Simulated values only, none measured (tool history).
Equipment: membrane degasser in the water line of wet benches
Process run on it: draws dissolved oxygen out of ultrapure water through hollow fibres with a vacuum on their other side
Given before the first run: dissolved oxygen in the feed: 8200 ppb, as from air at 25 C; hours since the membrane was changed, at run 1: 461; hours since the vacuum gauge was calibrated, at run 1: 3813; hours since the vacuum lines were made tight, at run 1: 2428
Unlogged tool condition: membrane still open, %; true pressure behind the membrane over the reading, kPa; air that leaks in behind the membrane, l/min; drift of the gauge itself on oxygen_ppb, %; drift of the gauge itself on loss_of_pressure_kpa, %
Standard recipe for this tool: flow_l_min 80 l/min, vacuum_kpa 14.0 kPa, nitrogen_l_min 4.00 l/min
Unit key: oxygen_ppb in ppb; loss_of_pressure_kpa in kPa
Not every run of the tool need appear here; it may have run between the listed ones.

run	hour	flow_l_min	vacuum_kpa	nitrogen_l_min	hours since the membrane was changed	hours since the vacuum gauge was calibrated	hours since the vacuum lines were made tight	oxygen_ppb	loss_of_pressure_kpa
1	0.0	80	14.0	4.00	461	3813	2428	460.2	44.36
2	40.5	80	14.0	4.00	501	3853	2469	461.6	44.76
3	74.4	80	14.0	4.00	535	3887	2503	459.9	44.59
4	103.5	80	14.0	4.00	564	3916	2532	460.4	44.60
5	136.4	80	16.2	4.00	597	3949	2565	548.4	44.14
# hour 154.1: vacuum gauge calibrated
6	173.5	80	14.0	4.00	634	19	2601	461.2	44.67
7	211.6	80	14.0	5.31	672	57	2639	361.6	44.28
8	243.7	80	14.0	2.04	704	90	2672	790.7	44.54
9	267.7	80	14.0	2.04	728	114	2696	789.3	44.79
10	291.3	51	14.0	4.00	752	137	2719	310.3	28.27
11	315.2	51	14.0	4.00	776	161	2743	308.8	28.31
12	351.2	80	11.3	4.00	812	197	2779	350.2	44.97
13	381.6	80	11.3	4.00	842	227	2809	351.5	44.46
14	419.8	80	11.3	4.00	880	266	2848	350.3	44.65
15	448.5	80	14.0	4.00	909	294	2876	461.3	44.42
16	474.2	80	14.0	4.36	935	320	2902	428.6	44.40
17	516.3	80	14.0	4.36	977	362	2944	426.6	44.11
18	538.2	98	14.0	2.15	999	384	2966	885.1	54.56
19	570.0	64	14.0	2.15	1030	416	2998	635.2	35.94
20	605.9	64	14.0	2.32	1066	452	3034	598.9	35.74
21	642.3	64	14.0	4.21	1103	488	3070	360.9	35.67
22	668.5	64	14.0	4.21	1129	514	3096	360.5	35.39
23	711.6	115	20.2	5.52	1172	557	3139	738.2	64.31
24	742.9	118	20.2	4.79	1203	589	3171	844.5	65.88
25	778.0	96	30.3	4.74	1238	624	3206	1083.1	53.42
26	814.8	96	30.3	4.74	1275	661	3243	1084.5	53.68
27	855.7	67	16.0	4.04	1316	702	3284	458.7	36.88
28	884.6	67	16.0	4.04	1345	731	3312	459.0	37.10
29	924.5	109	9.6	1.80	1385	770	3352	673.8	61.00
30	947.1	49	9.6	5.73	1407	793	3375	128.6	27.10
31	990.4	80	34.6	1.93	1451	836	3418	2056.3	44.69
32	1034.6	80	34.6	1.93	1495	880	3462	2045.6	44.37
33	1064.4	80	34.6	1.93	1525	910	3492	2047.5	44.46

3 options for the next run, each taken on its own from the tool as it stands now. Forecast them:
A	1102.7	80	14.0	2.97	1563	949	3531	?	?
B	1102.7	55	17.2	1.93	1563	949	3531	?	?
C	1102.7	63	11.5	4.00	1563	949	3531	?	?

run	oxygen_ppb	loss_of_pressure_kpa
A	588.2	44.49
B	780.7	30.67
C	290.9	34.97
What these runs would have given with no unlogged condition in the tool:
run	oxygen_ppb	loss_of_pressure_kpa
A	588.2	44.49
B	780.6	30.67
C	290.8	34.96

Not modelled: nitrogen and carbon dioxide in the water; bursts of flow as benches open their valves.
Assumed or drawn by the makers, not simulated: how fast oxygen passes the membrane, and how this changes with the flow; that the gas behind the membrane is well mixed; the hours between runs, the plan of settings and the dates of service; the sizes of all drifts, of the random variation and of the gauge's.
